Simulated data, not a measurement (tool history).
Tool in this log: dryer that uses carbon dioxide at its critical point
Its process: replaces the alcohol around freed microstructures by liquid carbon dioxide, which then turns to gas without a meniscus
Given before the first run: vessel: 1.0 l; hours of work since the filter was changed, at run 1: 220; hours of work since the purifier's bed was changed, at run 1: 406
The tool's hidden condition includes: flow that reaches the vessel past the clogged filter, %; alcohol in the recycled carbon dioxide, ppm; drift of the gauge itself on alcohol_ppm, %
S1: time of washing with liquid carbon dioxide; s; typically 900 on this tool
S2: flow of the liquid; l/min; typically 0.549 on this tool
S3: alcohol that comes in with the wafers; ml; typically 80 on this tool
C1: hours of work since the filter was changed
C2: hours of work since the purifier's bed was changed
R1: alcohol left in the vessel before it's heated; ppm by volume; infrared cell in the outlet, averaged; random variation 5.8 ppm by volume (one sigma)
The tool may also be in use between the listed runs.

run 1 hour=0 | S1=900 S2=0.549 S3=80 | C1=220 C2=406 | R1=411
run 2 hour=10.9 | S1=900 S2=0.549 S3=80 | C1=228 C2=414 | R1=407
run 3 hour=27.2 | S1=900 S2=0.549 S3=102 | C1=241 C2=426 | R1=502
run 4 hour=38.5 | S1=540 S2=0.549 S3=102 | C1=249 C2=435 | R1=3977
run 5 hour=45.4 | S1=900 S2=0.549 S3=80 | C1=254 C2=440 | R1=421
run 6 hour=55.7 | S1=900 S2=0.549 S3=80 | C1=262 C2=448 | R1=442
run 7 hour=68.8 | S1=900 S2=0.549 S3=80 | C1=272 C2=457 | R1=442
run 8 hour=85 | S1=900 S2=0.549 S3=24 | C1=284 C2=470 | R1=190
run 9 hour=99.8 | S1=900 S2=0.549 S3=24 | C1=295 C2=481 | R1=178
run 10 hour=110.8 | S1=900 S2=0.751 S3=80 | C1=303 C2=489 | R1=117
run 11 hour=126.5 | S1=900 S2=0.549 S3=80 | C1=315 C2=501 | R1=473
-- hour=131.6 inlet filter changed
run 12 hour=139.6 | S1=900 S2=0.549 S3=80 | C1=6 C2=510 | R1=275
run 13 hour=155.9 | S1=900 S2=0.549 S3=80 | C1=18 C2=522 | R1=281
run 14 hour=170 | S1=900 S2=0.549 S3=80 | C1=29 C2=533 | R1=287
run 15 hour=186.1 | S1=900 S2=0.549 S3=80 | C1=41 C2=545 | R1=299
run 16 hour=201.7 | S1=1020 S2=0.549 S3=80 | C1=53 C2=556 | R1=179
run 17 hour=210.5 | S1=1020 S2=0.866 S3=80 | C1=59 C2=563 | R1=71
run 18 hour=218 | S1=1020 S2=0.72 S3=80 | C1=65 C2=568 | R1=91
run 19 hour=233.5 | S1=900 S2=0.549 S3=80 | C1=76 C2=580 | R1=324
run 20 hour=243.6 | S1=900 S2=0.549 S3=80 | C1=84 C2=588 | R1=332
run 21 hour=258.6 | S1=900 S2=0.549 S3=80 | C1=95 C2=599 | R1=316
run 22 hour=273.6 | S1=900 S2=0.549 S3=80 | C1=106 C2=610 | R1=348
run 23 hour=285.5 | S1=900 S2=0.549 S3=80 | C1=115 C2=619 | R1=334
run 24 hour=293.2 | S1=900 S2=0.549 S3=80 | C1=121 C2=625 | R1=345
run 25 hour=302.6 | S1=840 S2=0.549 S3=89 | C1=128 C2=632 | R1=517
run 26 hour=317.9 | S1=720 S2=0.331 S3=80 | C1=140 C2=643 | R1=5552
run 27 hour=331.6 | S1=1320 S2=0.549 S3=61 | C1=150 C2=654 | R1=106
run 28 hour=340.9 | S1=960 S2=0.626 S3=61 | C1=157 C2=661 | R1=162
run 29 hour=353.3 | S1=660 S2=0.416 S3=39 | C1=166 C2=670 | R1=1909
run 30 hour=361.9 | S1=660 S2=0.416 S3=39 | C1=173 C2=676 | R1=1887
run 31 hour=369.2 | S1=660 S2=0.416 S3=39 | C1=178 C2=682 | R1=1861
run 32 hour=383.7 | S1=720 S2=0.358 S3=85 | C1=189 C2=693 | R1=5002
run 33 hour=392.2 | S1=900 S2=0.549 S3=29 | C1=195 C2=699 | R1=210
run 34 hour=399.9 | S1=540 S2=0.348 S3=96 | C1=201 C2=705 | R1=12353
run 35 hour=406.7 | S1=900 S2=0.578 S3=71 | C1=206 C2=710 | R1=298
run 36 hour=418.1 | S1=900 S2=0.454 S3=71 | C1=215 C2=718 | R1=862
run 37 hour=434.6 | S1=1380 S2=0.496 S3=80 | C1=227 C2=731 | R1=137
run 38 hour=442 | S1=1380 S2=0.496 S3=80 | C1=233 C2=736 | R1=143
run 39 hour=456.3 | S1=1380 S2=0.496 S3=80 | C1=243 C2=747 | R1=136
run 40 hour=471.6 | S1=1380 S2=0.496 S3=80 | C1=255 C2=758 | R1=142
run 41 hour=481.6 | S1=1380 S2=0.496 S3=80 | C1=262 C2=766 | R1=157
run 42 hour=488.9 | S1=1380 S2=0.549 S3=109 | C1=268 C2=771 | R1=135
run 43 hour=501.2 | S1=1380 S2=0.888 S3=27 | C1=277 C2=781 | R1=106
run 44 hour=513.2 | S1=1380 S2=0.888 S3=27 | C1=286 C2=790 | R1=111
run 45 hour=527.4 | S1=1380 S2=0.888 S3=27 | C1=296 C2=800 | R1=106
run 46 hour=536.3 | S1=1380 S2=0.888 S3=27 | C1=303 C2=807 | R1=112
run 47 hour=550 | S1=900 S2=0.521 S3=80 | C1=313 C2=817 | R1=645
-- hour=557.1 inlet filter changed
run 48 hour=559.4 | S1=720 S2=0.425 S3=37 | C1=2 C2=824 | R1=1020

Measured less the same run without the tool's hidden state. The same run-to-run variation is in both; the gauge's scatter may not be:
run=1 R1=+191
run=2 R1=+198
run=3 R1=+244
run=4 R1=+1220
run=5 R1=+216
run=6 R1=+229
run=7 R1=+237
run=8 R1=+117
run=9 R1=+119
run=10 R1=+95
run=11 R1=+270
run=12 R1=+71
run=13 R1=+78
run=14 R1=+86
run=15 R1=+91
run=16 R1=+85
run=17 R1=+71
run=18 R1=+74
run=19 R1=+114
run=20 R1=+121
run=21 R1=+124
run=22 R1=+136
run=23 R1=+136
run=24 R1=+146
run=25 R1=+188
run=26 R1=+877
run=27 R1=+88
run=28 R1=+106
run=29 R1=+438
run=30 R1=+446
run=31 R1=+448
run=32 R1=+1086
run=33 R1=+131
run=34 R1=+2065
run=35 R1=+171
run=36 R1=+345
run=37 R1=+112
run=38 R1=+115
run=39 R1=+115
run=40 R1=+119
run=41 R1=+122
run=42 R1=+114
run=43 R1=+98
run=44 R1=+99
run=45 R1=+102
run=46 R1=+102
run=47 R1=+372
run=48 R1=+106
